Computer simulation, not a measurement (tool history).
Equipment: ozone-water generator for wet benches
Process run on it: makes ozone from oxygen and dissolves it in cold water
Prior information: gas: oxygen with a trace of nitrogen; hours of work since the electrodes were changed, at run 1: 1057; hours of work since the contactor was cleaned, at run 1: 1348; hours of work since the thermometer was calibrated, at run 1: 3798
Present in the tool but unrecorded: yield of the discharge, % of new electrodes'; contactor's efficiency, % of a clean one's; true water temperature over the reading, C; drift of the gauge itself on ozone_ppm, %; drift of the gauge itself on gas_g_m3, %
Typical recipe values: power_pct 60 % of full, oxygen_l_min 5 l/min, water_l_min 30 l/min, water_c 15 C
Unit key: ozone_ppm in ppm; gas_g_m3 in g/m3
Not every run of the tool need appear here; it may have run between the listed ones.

run   hour  power_pct  oxygen_l_min  water_l_min  water_c  hours of work since the electrodes were changed  hours of work since the contactor was cleaned  hours of work since the thermometer was calibrated  ozone_ppm  gas_g_m3
  1      0         60             5           30       15                                             1057                                           1348                                                3798       21.5     229.5
  2     25         60             5           23       15                                             1081                                           1373                                                3822       27.3     230.2
  3   43.5         60             5           30       15                                             1099                                           1390                                                3840       21.5       231
  4   69.8         60             5           30       15                                             1124                                           1416                                                3865       21.4     230.6
  5   98.4         60             5           30       15                                             1152                                           1444                                                3893       21.4       228
  6  142.6         60             5           30       15                                             1195                                           1486                                                3936       21.5     229.4
  7    173         60             5           30       15                                             1224                                           1516                                                3965       21.5       230
  8  194.3         60             5           30       15                                             1245                                           1536                                                3986       21.5     228.9
  9  221.8         60             5           30       15                                             1271                                           1563                                                4012       21.5     229.3
 10  246.6         72             5           30       15                                             1295                                           1587                                                4036       25.7     268.2
 11  288.7         72             5           30       15                                             1336                                           1628                                                4077       25.5     272.3
 12  307.9         72             5           30       15                                             1355                                           1646                                                4096       25.9     271.5
 13  343.1         72          2.73           30       20                                             1389                                           1680                                                4130       23.4     406.4
 14  385.8         72          2.73           23       11                                             1430                                           1722                                                4171       33.1     408.7
 15  414.8         60          6.25           24       15                                             1458                                           1750                                                4199       25.9     196.4
 16  434.7         60             5           25       22                                             1477                                           1769                                                4218       23.2     228.9
 17  462.9         60           8.9           23       15                                             1505                                           1796                                                4246       25.7     154.5
 18    495         60           8.9           23       15                                             1536                                           1827                                                4277       25.3     153.8
 19  528.8         60          3.97           21       15                                             1568                                           1860                                                4309       29.6     263.2
 20  562.8         60          3.97           21       15                                             1601                                           1893                                                4342       29.7     268.9
 21  603.3         60          3.97           21       15                                             1641                                           1932                                                4381       29.7     263.5
 22  632.2         51             5           32       15                                             1669                                           1960                                                4409       17.5     196.1

Forecast each of these 3 alternatives for the next run:
  A  664.3         55          8.98           21       15                                             1700                                           1991                                                4440          ?         ?
  B  664.3         51             5           32       14                                             1700                                           1991                                                4440          ?         ?
  C  664.3         83             5           32       15                                             1700                                           1991                                                4440          ?         ?

run  ozone_ppm  gas_g_m3
  A       25.1     140.9
  B       17.4     194.3
  C       27.2     305.3
The same runs, with their run-to-run variation unchanged, on a tool lacking any hidden condition would have given:
run  ozone_ppm  gas_g_m3
  A       25.1     143.4
  B       17.4     197.9
  C       27.2       311
